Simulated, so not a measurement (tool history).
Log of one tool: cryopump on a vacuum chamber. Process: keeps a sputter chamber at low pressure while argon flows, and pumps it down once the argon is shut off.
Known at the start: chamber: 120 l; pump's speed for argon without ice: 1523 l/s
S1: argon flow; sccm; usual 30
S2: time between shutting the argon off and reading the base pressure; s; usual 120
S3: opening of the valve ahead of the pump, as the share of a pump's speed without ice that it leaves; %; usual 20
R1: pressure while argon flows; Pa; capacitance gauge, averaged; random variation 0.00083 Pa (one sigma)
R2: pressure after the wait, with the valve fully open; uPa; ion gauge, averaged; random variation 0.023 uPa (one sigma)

run 1 day=0 | S1=30 S2=120 S3=20 | R1=0.1709 R2=2.58
run 2 day=2.342 | S1=30 S2=120 S3=20 | R1=0.1705 R2=2.64
run 3 day=4.258 | S1=23 S2=120 S3=20 | R1=0.1331 R2=2.82
run 4 day=6.208 | S1=23 S2=120 S3=20 | R1=0.1325 R2=2.72
run 5 day=7.483 | S1=23 S2=120 S3=20 | R1=0.1317 R2=2.82
run 6 day=9.221 | S1=23 S2=120 S3=20 | R1=0.1327 R2=2.8
run 7 day=11.542 | S1=23 S2=120 S3=20 | R1=0.1346 R2=2.87
-- day=13.85 pump warmed up, emptied and cooled again
run 8 day=14.108 | S1=23 S2=120 S3=20 | R1=0.128 R2=2.54
run 9 day=15.45 | S1=30 S2=39 S3=20 | R1=0.1667 R2=3.66
run 10 day=17.383 | S1=30 S2=39 S3=20 | R1=0.1679 R2=3.67
run 11 day=19.675 | S1=30 S2=39 S3=20 | R1=0.168 R2=3.68
run 12 day=20.825 | S1=30 S2=120 S3=20 | R1=0.1685 R2=2.57
run 13 day=22.542 | S1=30 S2=120 S3=20 | R1=0.1681 R2=2.69
run 14 day=24.867 | S1=30 S2=120 S3=20 | R1=0.1678 R2=2.73
run 15 day=26.904 | S1=21 S2=120 S3=20 | R1=0.1174 R2=2.78
run 16 day=28.621 | S1=21 S2=120 S3=20 | R1=0.1178 R2=2.9
run 17 day=30.725 | S1=30 S2=120 S3=20 | R1=0.1697 R2=2.86
run 18 day=32.158 | S1=30 S2=120 S3=20 | R1=0.1704 R2=2.78
run 19 day=33.312 | S1=32 S2=105 S3=25 | R1=0.1463 R2=3.05
run 20 day=34.812 | S1=32 S2=105 S3=25 | R1=0.1463 R2=2.94
run 21 day=36.292 | S1=45 S2=258 S3=20 | R1=0.2575 R2=2.75
run 22 day=37.604 | S1=20 S2=37 S3=39 | R1=0.0589 R2=4.17
run 23 day=38.983 | S1=47 S2=37 S3=19 | R1=0.2818 R2=4.21
run 24 day=40.175 | S1=55 S2=37 S3=19 | R1=0.3297 R2=4.36
run 25 day=41.196 | S1=15 S2=69 S3=48 | R1=0.0356 R2=3.39
run 26 day=43.171 | S1=18 S2=121 S3=32 | R1=0.0658 R2=3.24
run 27 day=44.354 | S1=39 S2=121 S3=32 | R1=0.1432 R2=3.21
run 28 day=46.442 | S1=39 S2=121 S3=32 | R1=0.143 R2=3.21
run 29 day=48.829 | S1=14 S2=121 S3=16 | R1=0.0997 R2=3.28
run 30 day=50.458 | S1=14 S2=121 S3=16 | R1=0.1013 R2=3.44
run 31 day=51.475 | S1=18 S2=28 S3=16 | R1=0.1294 R2=5.07
-- day=53.588 pump warmed up, emptied and cooled again
run 32 day=54.179 | S1=28 S2=73 S3=28 | R1=0.1119 R2=3.31
-- day=54.742 leaking fittings of the chamber tightened, without venting
run 33 day=56.508 | S1=39 S2=268 S3=29 | R1=0.1502 R2=0.45
run 34 day=57.538 | S1=39 S2=268 S3=29 | R1=0.1524 R2=0.53

4 ways to go on from here, each from the tool as it stands after run 34. What would each give?
run A day=59.688 | S1=32 S2=232 S3=18 | R1=? R2=?
run B day=59.688 | S1=21 S2=96 S3=37 | R1=? R2=?
run C day=59.688 | S1=29 S2=120 S3=20 | R1=? R2=?
run D day=59.688 | S1=17 S2=84 S3=56 | R1=? R2=?

run=A R1=0.2004 R2=0.59
run=B R1=0.0649 R2=0.97
run=C R1=0.1629 R2=0.82
run=D R1=0.0342 R2=1.06
Without the tool's hidden state the same runs would have given:
run=A R1=0.1984 R2=0.48
run=B R1=0.0636 R2=0.86
run=C R1=0.1611 R2=0.72
run=D R1=0.0332 R2=0.95
